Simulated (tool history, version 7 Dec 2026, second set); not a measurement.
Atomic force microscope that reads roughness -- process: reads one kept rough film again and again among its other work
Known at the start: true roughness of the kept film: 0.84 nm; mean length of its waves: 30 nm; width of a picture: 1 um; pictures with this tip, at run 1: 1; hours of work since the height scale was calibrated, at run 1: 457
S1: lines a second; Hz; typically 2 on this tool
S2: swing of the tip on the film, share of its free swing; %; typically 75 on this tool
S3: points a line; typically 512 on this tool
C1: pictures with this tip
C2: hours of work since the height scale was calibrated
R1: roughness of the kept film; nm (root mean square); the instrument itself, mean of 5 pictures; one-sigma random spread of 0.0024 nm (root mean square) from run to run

Run 1, hour 0: usual settings; C1 1; C2 457. Result: R1 0.777 nm (root mean square).
Run 2, hour 12.6: usual settings; C1 16; C2 464. Result: R1 0.776 nm (root mean square).
Run 3, hour 24.6: usual settings; C1 31; C2 471. Result: R1 0.768 nm (root mean square).
Run 4, hour 45.9: usual settings; C1 56; C2 483. Result: R1 0.77 nm (root mean square).
Run 5, hour 58.5: usual settings; C1 72; C2 491. Result: R1 0.763 nm (root mean square).
Run 6, hour 71.1: usual settings but S2 73 %; C1 87; C2 498. Result: R1 0.763 nm (root mean square).
Run 7, hour 91: usual settings; C1 111; C2 509. Result: R1 0.751 nm (root mean square).
At hour 101.1: new tip fitted.
Run 8, hour 103.1: usual settings; C1 2; C2 516. Result: R1 0.782 nm (root mean square).
Run 9, hour 114.7: usual settings but S2 67 %; C1 16; C2 522. Result: R1 0.79 nm (root mean square).
Run 10, hour 135.4: usual settings but S2 60 %, S3 457; C1 41; C2 534. Result: R1 0.798 nm (root mean square).
Run 11, hour 149.6: usual settings but S1 2.54 Hz, S3 859; C1 58; C2 542. Result: R1 0.761 nm (root mean square).
Run 12, hour 159.6: usual settings but S1 2.54 Hz, S3 859; C1 70; C2 548. Result: R1 0.751 nm (root mean square).
Run 13, hour 177.7: usual settings but S2 70 %; C1 92; C2 558. Result: R1 0.77 nm (root mean square).
Run 14, hour 189.3: usual settings but S3 466; C1 107; C2 565. Result: R1 0.754 nm (root mean square).
At hour 203.6: new tip fitted.
Run 15, hour 203.6: usual settings but S2 86 %, S3 423; C1 0; C2 573. Result: R1 0.752 nm (root mean square).
Run 16, hour 221.9: usual settings but S2 86 %, S3 423; C1 22; C2 583. Result: R1 0.747 nm (root mean square).
Run 17, hour 235.7: usual settings but S2 61 %, S3 260; C1 39; C2 591. Result: R1 0.787 nm (root mean square).
Run 18, hour 245: usual settings but S2 61 %, S3 260; C1 50; C2 597. Result: R1 0.782 nm (root mean square).

5 options for the next run, each taken on its own from the tool as it stands now. Forecast them:
Run A, hour 260.4: usual settings but S1 2.98 Hz, S2 63 %, S3 515; C1 69; C2 605. Result: R1 ?.
Run B, hour 260.4: usual settings but S2 68 %; C1 69; C2 605. Result: R1 ?.
Run C, hour 260.4: usual settings but S1 1.12 Hz; C1 69; C2 605. Result: R1 ?.
Run D, hour 260.4: usual settings but S1 2.38 Hz, S2 76 %, S3 925; C1 69; C2 605. Result: R1 ?.
Run E, hour 260.4: usual settings but S1 0.99 Hz, S2 70 %, S3 260; C1 69; C2 605. Result: R1 ?.

run     R1
  A  0.779
  B  0.782
  C  0.782
  D  0.754
  E  0.781
What these runs would have given with no unlogged condition in the tool:
run     R1
  A  0.787
  B  0.791
  C  0.791
  D  0.762
  E   0.79
